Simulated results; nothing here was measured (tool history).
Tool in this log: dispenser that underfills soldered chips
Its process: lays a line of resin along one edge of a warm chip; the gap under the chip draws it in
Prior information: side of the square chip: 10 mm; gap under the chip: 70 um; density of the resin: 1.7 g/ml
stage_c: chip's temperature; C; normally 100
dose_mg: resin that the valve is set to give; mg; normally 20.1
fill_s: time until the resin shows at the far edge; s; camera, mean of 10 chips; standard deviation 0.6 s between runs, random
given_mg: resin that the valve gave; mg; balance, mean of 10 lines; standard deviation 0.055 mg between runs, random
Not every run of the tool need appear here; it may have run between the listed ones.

run 1 hour=0.0 | stage_c=100 dose_mg=20.1 | fill_s=69.4 given_mg=19.61
run 2 hour=4.7 | stage_c=100 dose_mg=20.1 | fill_s=80.4 given_mg=19.53
-- hour=7.9 new syringe of resin
run 3 hour=10.8 | stage_c=100 dose_mg=20.1 | fill_s=56.0 given_mg=19.57
run 4 hour=16.6 | stage_c=100 dose_mg=22.5 | fill_s=69.2 given_mg=21.82
run 5 hour=21.0 | stage_c=100 dose_mg=22.5 | fill_s=78.1 given_mg=21.94
-- hour=24.4 new syringe of resin
run 6 hour=25.7 | stage_c=100 dose_mg=22.5 | fill_s=54.4 given_mg=21.83
-- hour=27.2 dispensing valve cleaned and set on the balance
run 7 hour=30.6 | stage_c=100 dose_mg=22.5 | fill_s=60.3 given_mg=22.43
run 8 hour=35.3 | stage_c=104 dose_mg=20.1 | fill_s=63.7 given_mg=20.03
run 9 hour=40.3 | stage_c=100 dose_mg=20.1 | fill_s=87.8 given_mg=19.90
-- hour=42.1 new syringe of resin
run 10 hour=44.7 | stage_c=100 dose_mg=20.1 | fill_s=56.1 given_mg=19.91
run 11 hour=50.4 | stage_c=111 dose_mg=22.8 | fill_s=49.3 given_mg=22.51
run 12 hour=55.8 | stage_c=88 dose_mg=21.3 | fill_s=118.4 given_mg=21.09

The next listed run, before its measurement:
-- hour=58.6 new syringe of resin
run 13 hour=59.4 | stage_c=107 dose_mg=17.3 | fill_s=? given_mg=?

fill_s: 44.1 s
given_mg: 17.01 mg
Minus the tool's unlogged condition, the same run would have read fill_s 43.2 s, given_mg 17.23 mg.
